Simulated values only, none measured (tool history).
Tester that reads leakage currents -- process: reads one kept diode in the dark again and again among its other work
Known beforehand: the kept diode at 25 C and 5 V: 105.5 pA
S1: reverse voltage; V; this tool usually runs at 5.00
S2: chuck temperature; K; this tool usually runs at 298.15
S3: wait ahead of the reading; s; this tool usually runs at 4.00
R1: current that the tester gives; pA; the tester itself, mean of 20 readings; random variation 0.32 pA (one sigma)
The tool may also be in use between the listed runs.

run	hour	S1	S2	S3	R1
1	0.0	5.00	298.15	4.00	124.76
2	24.5	5.00	298.15	4.00	123.76
3	49.3	5.00	298.15	4.00	124.74
4	67.4	5.00	298.15	4.00	124.42
5	98.7	7.91	298.15	4.00	153.66
6	113.7	3.33	309.15	4.00	272.85
7	139.2	3.33	309.15	4.00	274.36
8	162.7	3.33	309.15	4.00	274.10
9	186.2	2.57	325.15	1.94	893.44
10	217.1	5.00	329.15	4.00	1627.27

What if the next run were any one of these 4? Each begins from the tool's condition after run 10:
A	237.7	5.00	309.15	9.11	?
B	237.7	7.71	329.15	4.00	?
C	237.7	5.00	329.15	0.31	?
D	237.7	5.00	314.15	7.79	?

run	R1
A	332.38
B	1977.40
C	1632.40
D	501.49
What these runs would have given with no unlogged condition in the tool:
run	R1
A	283.32
B	1719.87
C	1420.04
D	429.82
